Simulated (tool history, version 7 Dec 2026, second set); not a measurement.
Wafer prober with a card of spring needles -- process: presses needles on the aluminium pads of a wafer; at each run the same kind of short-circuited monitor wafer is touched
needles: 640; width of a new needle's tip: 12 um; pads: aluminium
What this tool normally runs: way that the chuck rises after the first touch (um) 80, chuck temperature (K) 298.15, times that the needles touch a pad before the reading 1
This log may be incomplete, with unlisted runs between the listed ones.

run	hour	way that the chuck rises after the first touch (um)	chuck temperature (K)	times that the needles touch a pad before the reading	resistance of one needle with its contact and lead (mohm)	way that a needle slides on the pad (um)
1	0.0	80	298.15	1	302	15.56
# hour 4.1: tips cleaned on abrasive film
# hour 10.7: tips cleaned on abrasive film
# hour 16.1: tips cleaned on abrasive film
# hour 21.5: tips cleaned on abrasive film
# hour 28.2: tips cleaned on abrasive film
# hour 34.8: tips cleaned on abrasive film
# hour 40.2: tips cleaned on abrasive film
2	43.8	80	298.15	1	325	15.41
# hour 45.4: height of the first contact set anew
# hour 46.8: tips cleaned on abrasive film
# hour 53.5: tips cleaned on abrasive film
# hour 60.2: tips cleaned on abrasive film
# hour 66.9: tips cleaned on abrasive film
# hour 73.6: tips cleaned on abrasive film
# hour 80.3: tips cleaned on abrasive film
# hour 86.9: tips cleaned on abrasive film
# hour 93.6: tips cleaned on abrasive film
3	93.9	80	306.15	1	274	15.60
# hour 99.3: tips cleaned on abrasive film
# hour 106.0: tips cleaned on abrasive film
# hour 112.7: tips cleaned on abrasive film
# hour 119.4: tips cleaned on abrasive film
# hour 124.7: tips cleaned on abrasive film
4	124.7	71	298.15	1	264	13.71
# hour 130.1: tips cleaned on abrasive film
# hour 135.5: tips cleaned on abrasive film
# hour 140.8: tips cleaned on abrasive film
# hour 147.5: tips cleaned on abrasive film
# hour 150.5: height of the first contact set anew
# hour 153.2: tips cleaned on abrasive film
5	156.7	71	298.15	1	337	13.94
# hour 159.5: tips cleaned on abrasive film
# hour 166.1: tips cleaned on abrasive film
# hour 172.8: tips cleaned on abrasive film
# hour 179.5: tips cleaned on abrasive film
# hour 186.2: tips cleaned on abrasive film
6	187.5	80	298.15	2	277	15.60
# hour 192.8: tips cleaned on abrasive film
# hour 199.5: tips cleaned on abrasive film
# hour 204.9: tips cleaned on abrasive film
# hour 211.6: tips cleaned on abrasive film
# hour 218.3: tips cleaned on abrasive film
7	222.6	80	298.15	2	307	15.52
# hour 224.0: tips cleaned on abrasive film
# hour 230.7: tips cleaned on abrasive film
# hour 237.3: tips cleaned on abrasive film
# hour 244.0: tips cleaned on abrasive film
# hour 250.5: tips cleaned on abrasive film
8	250.5	80	339.15	1	270	15.43
# hour 254.8: height of the first contact set anew
# hour 256.2: tips cleaned on abrasive film
# hour 261.6: tips cleaned on abrasive film
# hour 268.2: tips cleaned on abrasive film
# hour 273.6: tips cleaned on abrasive film
# hour 280.3: tips cleaned on abrasive film
9	284.2	80	339.15	1	339	15.64
# hour 286.9: tips cleaned on abrasive film
# hour 293.6: tips cleaned on abrasive film
# hour 300.3: tips cleaned on abrasive film
# hour 306.9: tips cleaned on abrasive film
# hour 312.3: tips cleaned on abrasive film
10	313.1	71	298.15	2	282	13.74
# hour 318.5: tips cleaned on abrasive film
# hour 325.2: tips cleaned on abrasive film
# hour 330.5: tips cleaned on abrasive film
# hour 337.2: tips cleaned on abrasive film
# hour 343.9: tips cleaned on abrasive film
# hour 350.6: tips cleaned on abrasive film
11	354.0	73	298.15	2	313	14.01
# hour 356.7: tips cleaned on abrasive film
# hour 359.7: height of the first contact set anew
# hour 362.4: tips cleaned on abrasive film
# hour 369.1: tips cleaned on abrasive film
# hour 374.5: tips cleaned on abrasive film
# hour 381.1: tips cleaned on abrasive film
# hour 386.8: tips cleaned on abrasive film
12	386.8	73	298.15	2	259	14.29
# hour 393.5: tips cleaned on abrasive film
# hour 400.2: tips cleaned on abrasive film
# hour 405.5: tips cleaned on abrasive film
# hour 412.2: tips cleaned on abrasive film
# hour 417.6: tips cleaned on abrasive film
# hour 423.0: tips cleaned on abrasive film
13	423.2	73	298.15	2	264	14.16
# hour 428.6: tips cleaned on abrasive film
# hour 435.2: tips cleaned on abrasive film
# hour 441.9: tips cleaned on abrasive film
# hour 448.6: tips cleaned on abrasive film
# hour 455.3: tips cleaned on abrasive film
# hour 462.0: tips cleaned on abrasive film
# hour 464.9: height of the first contact set anew
# hour 467.6: tips cleaned on abrasive film
14	472.0	62	298.15	2	347	12.17
# hour 473.4: tips cleaned on abrasive film
# hour 480.1: tips cleaned on abrasive film
# hour 486.8: tips cleaned on abrasive film
# hour 492.2: tips cleaned on abrasive film
15	496.4	62	298.15	2	347	12.13

Forecast each of these 5 alternatives for the next run:
# hour 497.8: tips cleaned on abrasive film
# hour 503.2: tips cleaned on abrasive film
# hour 509.9: tips cleaned on abrasive film
# hour 516.5: tips cleaned on abrasive film
# hour 523.2: tips cleaned on abrasive film
# hour 529.9: tips cleaned on abrasive film
A	534.5	80	333.15	2	?	?
# hour 497.8: tips cleaned on abrasive film
# hour 503.2: tips cleaned on abrasive film
# hour 509.9: tips cleaned on abrasive film
# hour 516.5: tips cleaned on abrasive film
# hour 523.2: tips cleaned on abrasive film
# hour 529.9: tips cleaned on abrasive film
B	534.5	62	307.15	1	?	?
# hour 497.8: tips cleaned on abrasive film
# hour 503.2: tips cleaned on abrasive film
# hour 509.9: tips cleaned on abrasive film
# hour 516.5: tips cleaned on abrasive film
# hour 523.2: tips cleaned on abrasive film
# hour 529.9: tips cleaned on abrasive film
C	534.5	92	357.15	3	?	?
# hour 497.8: tips cleaned on abrasive film
# hour 503.2: tips cleaned on abrasive film
# hour 509.9: tips cleaned on abrasive film
# hour 516.5: tips cleaned on abrasive film
# hour 523.2: tips cleaned on abrasive film
# hour 529.9: tips cleaned on abrasive film
D	534.5	87	314.15	1	?	?
# hour 497.8: tips cleaned on abrasive film
# hour 503.2: tips cleaned on abrasive film
# hour 509.9: tips cleaned on abrasive film
# hour 516.5: tips cleaned on abrasive film
# hour 523.2: tips cleaned on abrasive film
# hour 529.9: tips cleaned on abrasive film
E	534.5	80	298.15	2	?	?

run	resistance of one needle with its contact and lead (mohm)	way that a needle slides on the pad (um)
A	323	15.55
B	420	11.98
C	298	17.91
D	343	16.93
E	318	15.51
Without the tool's unlogged condition, the same runs would have read:
run	resistance of one needle with its contact and lead (mohm)	way that a needle slides on the pad (um)
A	258	15.76
B	252	12.20
C	265	18.12
D	253	17.14
E	250	15.73
